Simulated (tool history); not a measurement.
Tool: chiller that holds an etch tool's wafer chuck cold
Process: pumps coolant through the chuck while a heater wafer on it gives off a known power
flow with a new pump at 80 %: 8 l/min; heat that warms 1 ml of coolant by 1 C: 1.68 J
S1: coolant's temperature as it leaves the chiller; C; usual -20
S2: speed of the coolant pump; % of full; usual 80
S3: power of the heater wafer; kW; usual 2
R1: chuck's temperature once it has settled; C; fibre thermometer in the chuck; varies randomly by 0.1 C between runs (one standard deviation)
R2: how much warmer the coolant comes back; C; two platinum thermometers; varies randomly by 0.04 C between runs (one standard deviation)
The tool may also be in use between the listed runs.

run 1 day=0 | S1=-20 S2=80 S3=2 | R1=-5.5 R2=8.91
run 2 day=3.775 | S1=-20 S2=80 S3=2 | R1=-5.3 R2=8.96
run 3 day=6.312 | S1=-19 S2=80 S3=2 | R1=-4.5 R2=8.9
run 4 day=9.688 | S1=-19 S2=80 S3=2 | R1=-4.4 R2=8.9
run 5 day=14.392 | S1=-19 S2=80 S3=2 | R1=-4.5 R2=8.87
run 6 day=19.304 | S1=-19 S2=80 S3=2 | R1=-4.4 R2=8.86
run 7 day=23.458 | S1=-19 S2=80 S3=2 | R1=-4.5 R2=8.88
run 8 day=26.308 | S1=-19 S2=80 S3=2 | R1=-4.4 R2=8.79
run 9 day=29.725 | S1=-20 S2=80 S3=2 | R1=-5.5 R2=8.72
run 10 day=33.625 | S1=-20 S2=80 S3=2 | R1=-5.4 R2=8.81
run 11 day=36.812 | S1=-20 S2=80 S3=2 | R1=-5.4 R2=8.66
run 12 day=40.992 | S1=-15 S2=84 S3=2.766 | R1=4.5 R2=11.61
run 13 day=45.479 | S1=-12 S2=84 S3=1.771 | R1=0.3 R2=7.36
run 14 day=47.808 | S1=-12 S2=84 S3=1.771 | R1=0.4 R2=7.34
run 15 day=51.196 | S1=-12 S2=84 S3=2.871 | R1=8.1 R2=11.99
run 16 day=53.429 | S1=-19 S2=76 S3=1.336 | R1=-8.8 R2=6.07
run 17 day=55.746 | S1=-19 S2=76 S3=1.336 | R1=-8.8 R2=6.05
run 18 day=58.379 | S1=-20 S2=71 S3=2.648 | R1=1.2 R2=13.03
run 19 day=62.758 | S1=-20 S2=64 S3=2.328 | R1=0.1 R2=12.75
run 20 day=67.012 | S1=-14 S2=64 S3=2.328 | R1=6.2 R2=12.75
run 21 day=70.088 | S1=-20 S2=62 S3=2.143 | R1=-0.9 R2=12.02

Results per run with the tool's hidden condition removed, run-to-run variation unchanged:
Hidden conditions of the tool in this case: heat passed by the chuck's channels, % of clean ones'; flow at a given pump speed, % of a new pump's; coolant's true temperature over the reading, C; drift of the gauge itself on chuck_c, C; drift of the gauge itself on warmer_back_c, C.
run=1 R2=8.91
run=2 R2=8.98
run=3 R2=8.92
run=4 R2=8.94
run=5 R2=8.93
run=6 R2=8.95
run=7 R2=8.99
run=8 R2=8.92
run=9 R2=8.87
run=10 R2=8.97
run=11 R2=8.84
run=12 R2=11.81
run=13 R2=7.58
run=14 R2=7.57
run=15 R2=12.23
run=16 R2=6.33
run=17 R2=6.32
run=18 R2=13.31
run=19 R2=13.05
run=20 R2=13.08
run=21 R2=12.36
R1: within 0.1 C of the measured result in every run.
